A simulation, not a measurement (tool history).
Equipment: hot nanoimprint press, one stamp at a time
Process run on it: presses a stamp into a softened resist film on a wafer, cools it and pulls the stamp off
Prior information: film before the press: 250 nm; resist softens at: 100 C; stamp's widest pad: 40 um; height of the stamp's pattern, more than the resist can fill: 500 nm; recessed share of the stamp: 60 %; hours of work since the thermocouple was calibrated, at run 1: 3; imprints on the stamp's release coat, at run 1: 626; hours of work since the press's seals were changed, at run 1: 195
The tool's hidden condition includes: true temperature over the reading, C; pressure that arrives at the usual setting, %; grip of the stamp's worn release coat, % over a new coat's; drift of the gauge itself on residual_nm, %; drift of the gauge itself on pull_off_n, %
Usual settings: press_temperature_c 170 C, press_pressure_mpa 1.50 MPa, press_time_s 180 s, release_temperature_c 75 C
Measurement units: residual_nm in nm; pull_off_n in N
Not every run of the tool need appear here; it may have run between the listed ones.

run	hour	press_temperature_c	press_pressure_mpa	press_time_s	release_temperature_c	hours of work since the thermocouple was calibrated	imprints on the stamp's release coat	hours of work since the press's seals were changed	residual_nm	pull_off_n
1	0.0	170	1.50	180	75	3	626	195	92.6	236
2	6.9	159	1.50	180	75	7	645	199	128.7	237
3	15.7	159	1.50	180	75	12	668	205	129.1	232
4	22.8	159	1.50	180	75	17	687	209	128.7	233
5	27.0	159	1.50	180	75	19	699	211	128.3	233
6	34.6	159	1.50	180	75	24	719	216	128.1	238
7	40.1	159	1.50	180	75	27	734	219	128.9	238
8	45.9	170	1.50	180	71	30	750	223	92.6	253
9	54.7	170	1.50	180	71	36	774	228	92.7	255
10	63.2	170	1.52	157	75	41	797	233	96.0	234
11	70.2	170	1.50	180	75	45	815	237	92.4	238
12	77.7	177	1.05	173	75	49	836	241	95.7	232
# hour 88.2: stamp cleaned and given a new release coat
13	92.4	178	1.50	359	71	54	11	247	57.9	254
14	98.6	160	1.55	359	71	58	28	250	97.4	252
15	104.0	170	1.50	180	61	61	42	253	93.0	297
16	108.2	170	1.50	180	61	64	54	256	92.2	288
17	115.5	175	1.78	357	72	68	73	260	56.6	249

Branching from run 17: 4 alternative next runs. What would each branch give?
A	123.3	162	1.35	303	72	73	94	265	?	?
B	123.3	175	1.01	357	81	73	94	265	?	?
C	123.3	175	0.94	357	72	73	94	265	?	?
D	123.3	175	1.78	153	63	73	94	265	?	?

run	residual_nm	pull_off_n
A	104.8	243
B	80.4	211
C	84.2	241
D	76.1	282
Take away the tool's hidden state, keep each run's random variation, and the runs would have read:
run	residual_nm	pull_off_n
A	104.8	243
B	80.4	211
C	84.2	241
D	76.1	282
